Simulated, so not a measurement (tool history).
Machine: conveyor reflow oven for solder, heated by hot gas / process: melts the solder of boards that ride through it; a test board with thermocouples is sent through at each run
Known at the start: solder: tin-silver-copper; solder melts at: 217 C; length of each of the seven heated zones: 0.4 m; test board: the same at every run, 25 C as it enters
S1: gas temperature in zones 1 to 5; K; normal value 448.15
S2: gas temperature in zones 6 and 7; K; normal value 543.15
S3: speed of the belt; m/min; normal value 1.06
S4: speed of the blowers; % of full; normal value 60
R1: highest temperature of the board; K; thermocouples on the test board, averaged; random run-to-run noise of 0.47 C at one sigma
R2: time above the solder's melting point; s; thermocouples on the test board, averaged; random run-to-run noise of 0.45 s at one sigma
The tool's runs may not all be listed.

run 1 day=0 | S1=448.15 S2=543.15 S3=1.06 S4=60 | R1=524.45 R2=33.4
run 2 day=2.825 | S1=448.15 S2=543.15 S3=1.06 S4=60 | R1=525.75 R2=32.8
run 3 day=5.333 | S1=448.15 S2=543.15 S3=1.06 S4=60 | R1=525.45 R2=32.8
run 4 day=8.896 | S1=448.15 S2=543.15 S3=1.06 S4=60 | R1=524.55 R2=33.4
run 5 day=11.8 | S1=448.15 S2=543.15 S3=1.06 S4=60 | R1=524.65 R2=33.2
run 6 day=15.121 | S1=448.15 S2=543.15 S3=1.14 S4=60 | R1=521.05 R2=29.9
-- day=17.479 flux residue cleaned out of gas plates and filters
run 7 day=17.596 | S1=448.15 S2=543.15 S3=1.14 S4=60 | R1=522.25 R2=30.2
run 8 day=19.746 | S1=448.15 S2=543.15 S3=1.14 S4=60 | R1=521.15 R2=29.2
run 9 day=22.521 | S1=448.15 S2=543.15 S3=1.14 S4=60 | R1=521.55 R2=29.5
run 10 day=24.267 | S1=448.15 S2=545.15 S3=1.14 S4=60 | R1=523.45 R2=30.3
run 11 day=26.242 | S1=448.15 S2=543.15 S3=1.06 S4=90 | R1=531.25 R2=36.6
run 12 day=29.558 | S1=448.15 S2=543.15 S3=1.06 S4=60 | R1=524.25 R2=32.6
run 13 day=32.633 | S1=448.15 S2=543.15 S3=1.06 S4=60 | R1=524.75 R2=33.7
-- day=35.433 flux residue cleaned out of gas plates and filters
run 14 day=35.433 | S1=433.15 S2=543.15 S3=1.06 S4=60 | R1=522.35 R2=28.7
run 15 day=38.121 | S1=433.15 S2=543.15 S3=1.06 S4=60 | R1=521.75 R2=28.9
run 16 day=40.879 | S1=446.15 S2=543.15 S3=1.25 S4=60 | R1=517.95 R2=23.9
run 17 day=42.912 | S1=452.15 S2=557.15 S3=1.06 S4=63 | R1=538.55 R2=40.6
run 18 day=45.708 | S1=458.15 S2=555.15 S3=1.14 S4=56 | R1=533.25 R2=36
run 19 day=48.092 | S1=458.15 S2=552.15 S3=1.25 S4=56 | R1=527.15 R2=30
run 20 day=51.567 | S1=458.15 S2=552.15 S3=1.25 S4=56 | R1=526.65 R2=29.8
-- day=53.438 flux residue cleaned out of gas plates and filters
run 21 day=54.642 | S1=448.15 S2=538.15 S3=1.06 S4=54 | R1=519.15 R2=30.9
run 22 day=57.921 | S1=448.15 S2=538.15 S3=1.06 S4=64 | R1=521.95 R2=32.8
run 23 day=61.467 | S1=448.15 S2=535.15 S3=0.87 S4=60 | R1=523.95 R2=41.8
run 24 day=64.112 | S1=461.15 S2=543.15 S3=0.98 S4=73 | R1=531.35 R2=43.8
-- day=66.021 belt drive overhauled, speed set with a stopwatch
run 25 day=67.238 | S1=457.15 S2=543.15 S3=0.98 S4=52 | R1=527.05 R2=40.5
run 26 day=69.104 | S1=451.15 S2=543.15 S3=1.05 S4=60 | R1=525.95 R2=35.1
-- day=71.492 flux residue cleaned out of gas plates and filters
run 27 day=71.533 | S1=440.15 S2=543.15 S3=1.05 S4=69 | R1=526.25 R2=32.5
run 28 day=73.371 | S1=440.15 S2=543.15 S3=1.18 S4=81 | R1=525.95 R2=28.6
run 29 day=76.588 | S1=440.15 S2=543.15 S3=1.18 S4=81 | R1=524.25 R2=29.4
run 30 day=80.233 | S1=440.15 S2=549.15 S3=1.18 S4=60 | R1=524.25 R2=27.6

Alternative continuations, all from the tool just after run 30; predict every row:
run A day=82.129 | S1=448.15 S2=543.15 S3=1.17 S4=56 | R1=? R2=?
run B day=82.129 | S1=448.15 S2=533.15 S3=1.06 S4=60 | R1=? R2=?
run C day=82.129 | S1=438.15 S2=549.15 S3=1.09 S4=60 | R1=? R2=?

run=A R1=518.55 R2=27.2
run=B R1=516.15 R2=28.5
run=C R1=527.15 R2=32.1
What these runs would have given with no unlogged condition in the tool:
run=A R1=518.85 R2=27.3
run=B R1=516.35 R2=28.6
run=C R1=527.45 R2=32.2
